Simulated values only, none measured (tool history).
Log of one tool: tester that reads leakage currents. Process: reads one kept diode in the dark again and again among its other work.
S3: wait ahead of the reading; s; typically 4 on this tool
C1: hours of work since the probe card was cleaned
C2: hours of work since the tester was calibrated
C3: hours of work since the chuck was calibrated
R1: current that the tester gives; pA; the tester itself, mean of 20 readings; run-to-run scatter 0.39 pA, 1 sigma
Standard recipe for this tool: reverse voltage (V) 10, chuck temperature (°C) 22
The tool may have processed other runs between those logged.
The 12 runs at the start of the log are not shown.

run 13 hour=2486.6 | reverse_voltage_(V)=10 chuck_temperature_(°C)=46 S3=4 | C1=488 C2=537 C3=584 | R1=699.98
run 14 hour=2688.4 | reverse_voltage_(V)=10 chuck_temperature_(°C)=22 S3=4 | C1=627 C2=676 C3=724 | R1=119.27
run 15 hour=2948.2 | reverse_voltage_(V)=10 chuck_temperature_(°C)=33 S3=4 | C1=806 C2=855 C3=903 | R1=266.34
-- hour=2996.7 chuck's temperature calibrated
run 16 hour=3159.6 | reverse_voltage_(V)=10 chuck_temperature_(°C)=33 S3=4 | C1=951 C2=1000 C3=112 | R1=297.53
run 17 hour=3359.2 | reverse_voltage_(V)=10 chuck_temperature_(°C)=33 S3=4 | C1=1088 C2=1138 C3=250 | R1=291.1
run 18 hour=3489.4 | reverse_voltage_(V)=10 chuck_temperature_(°C)=49 S3=4 | C1=1178 C2=1227 C3=340 | R1=878.78
run 19 hour=3715.8 | reverse_voltage_(V)=10 chuck_temperature_(°C)=49 S3=2.24 | C1=1334 C2=1384 C3=496 | R1=864.91
run 20 hour=3910.7 | reverse_voltage_(V)=11.9 chuck_temperature_(°C)=22 S3=4 | C1=1469 C2=1518 C3=631 | R1=133.81
-- hour=3968 probe card cleaned and baked
run 21 hour=4067.3 | reverse_voltage_(V)=3.5 chuck_temperature_(°C)=22 S3=0.72 | C1=69 C2=1624 C3=737 | R1=70.14
run 22 hour=4190.2 | reverse_voltage_(V)=1.4 chuck_temperature_(°C)=26 S3=7.34 | C1=153 C2=1709 C3=822 | R1=62.22
-- hour=4354 chuck's temperature calibrated
run 23 hour=4356.1 | reverse_voltage_(V)=1.4 chuck_temperature_(°C)=26 S3=7.34 | C1=267 C2=1822 C3=2 | R1=68.97
run 24 hour=4485.5 | reverse_voltage_(V)=2 chuck_temperature_(°C)=33 S3=1.69 | C1=356 C2=1911 C3=91 | R1=136.58
run 25 hour=4747.7 | reverse_voltage_(V)=2 chuck_temperature_(°C)=36 S3=1.16 | C1=537 C2=2092 C3=272 | R1=165.25
-- hour=4839.9 tester calibrated
run 26 hour=4950.6 | reverse_voltage_(V)=2 chuck_temperature_(°C)=36 S3=1.16 | C1=675 C2=76 C3=410 | R1=166.44
run 27 hour=5143.9 | reverse_voltage_(V)=2 chuck_temperature_(°C)=22 S3=2.5 | C1=809 C2=210 C3=544 | R1=56.24
run 28 hour=5410.7 | reverse_voltage_(V)=2 chuck_temperature_(°C)=22 S3=2.5 | C1=993 C2=394 C3=728 | R1=54.71
run 29 hour=5652.1 | reverse_voltage_(V)=2 chuck_temperature_(°C)=22 S3=2.5 | C1=1159 C2=561 C3=894 | R1=53.76
-- hour=5706.7 chuck's temperature calibrated
run 30 hour=5824.6 | reverse_voltage_(V)=1.8 chuck_temperature_(°C)=24 S3=3.83 | C1=1277 C2=678 C3=81 | R1=67.95
run 31 hour=5997.8 | reverse_voltage_(V)=1.8 chuck_temperature_(°C)=24 S3=8.49 | C1=1397 C2=798 C3=201 | R1=66.89
run 32 hour=6136.9 | reverse_voltage_(V)=1.8 chuck_temperature_(°C)=24 S3=8.49 | C1=1493 C2=894 C3=297 | R1=65.86
-- hour=6155.5 probe card cleaned and baked
run 33 hour=6336.5 | reverse_voltage_(V)=10 chuck_temperature_(°C)=49 S3=1.04 | C1=125 C2=1029 C3=433 | R1=876.54

Forecast run 34:
run 34 hour=6526.3 | reverse_voltage_(V)=10 chuck_temperature_(°C)=49 S3=1.04 | C1=256 C2=1160 C3=564 | R1=?

R1: 858.46 pA
Minus the tool's unlogged condition, the same run would have read R1 922.42 pA.
